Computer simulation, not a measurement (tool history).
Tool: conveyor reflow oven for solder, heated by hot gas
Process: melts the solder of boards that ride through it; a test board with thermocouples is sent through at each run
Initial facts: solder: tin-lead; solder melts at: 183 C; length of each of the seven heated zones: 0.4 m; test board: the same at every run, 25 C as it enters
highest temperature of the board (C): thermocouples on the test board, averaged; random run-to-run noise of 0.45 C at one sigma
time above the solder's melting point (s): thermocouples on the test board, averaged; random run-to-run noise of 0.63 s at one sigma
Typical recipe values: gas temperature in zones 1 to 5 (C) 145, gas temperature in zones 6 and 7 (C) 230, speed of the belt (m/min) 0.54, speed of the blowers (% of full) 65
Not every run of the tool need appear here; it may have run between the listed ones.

run,hour,gas temperature in zones 1 to 5 (C),gas temperature in zones 6 and 7 (C),speed of the belt (m/min),speed of the blowers (% of full),highest temperature of the board (C),time above the solder's melting point (s)
1,0,145,230,0.54,65,211.2,63.1
2,30.6,145,230,0.54,65,210.4,62.5
3,53,145,230,0.54,65,212,62.5
4,81.2,145,230,0.54,65,210.4,61.7
5,119.8,145,230,0.54,65,209.6,62.5
6,160.9,145,227,0.54,65,208.2,58.1
7,211.4,145,230,0.54,65,210.1,61.3
8,258.6,145,230,0.54,65,208.9,60.8
9,307.2,145,230,0.54,65,209.7,59.9
10,348.3,145,230,0.54,65,209.3,59.9
11,388.4,145,230,0.54,65,208.6,59
12,411.7,145,230,0.54,65,207.8,59.4
13,446.5,145,230,0.54,65,208.1,59.5
14,467.9,145,230,0.527,65,208,62.3
# hour 476.4: flux residue cleaned out of gas plates and filters
15,495.8,145,230,0.527,65,208.2,61.2
16,538.3,145,230,0.527,65,208,60
17,582.2,148,230,0.54,76,210.1,62.1
18,634.2,156,230,0.447,76,216.1,91.7
19,672.8,156,234,0.497,81,218.5,82
20,711,156,234,0.497,81,218,82.9
# hour 729.1: flux residue cleaned out of gas plates and filters, once more
21,760.7,151,221,0.431,87,213.1,91.8
22,797.8,140,226,0.431,87,215.2,86.6
23,838.6,140,226,0.431,87,215.6,87.7
24,882.4,145,241,0.463,72,225.5,90.4
25,925.5,136,222,0.54,65,201.6,46.8
26,953.7,146,233,0.516,65,214.1,69.2
27,1004.1,135,228,0.494,54,205.8,55.7
28,1029.6,135,244,0.494,68,222.2,77.5
29,1062.7,143,230,0.603,85,209.3,55.9
30,1112.3,145,220,0.493,65,202.9,61

Below are 4 alternative next runs, each starting from the tool's condition after run 30. Predict each:
A,1138.3,145,220,0.469,65,?,?
B,1138.3,155,231,0.54,65,?,?
C,1138.3,145,223,0.493,70,?,?
D,1138.3,145,220,0.431,65,?,?

run,highest temperature of the board (C),time above the solder's melting point (s)
A,204.5,66.5
B,211.9,69.4
C,206.4,64.1
D,206.2,76.4
With no hidden state in the tool, these same runs would have given:
run,highest temperature of the board (C),time above the solder's melting point (s)
A,207.8,71.1
B,215.3,72.3
C,209.8,68.1
D,209.3,80.5
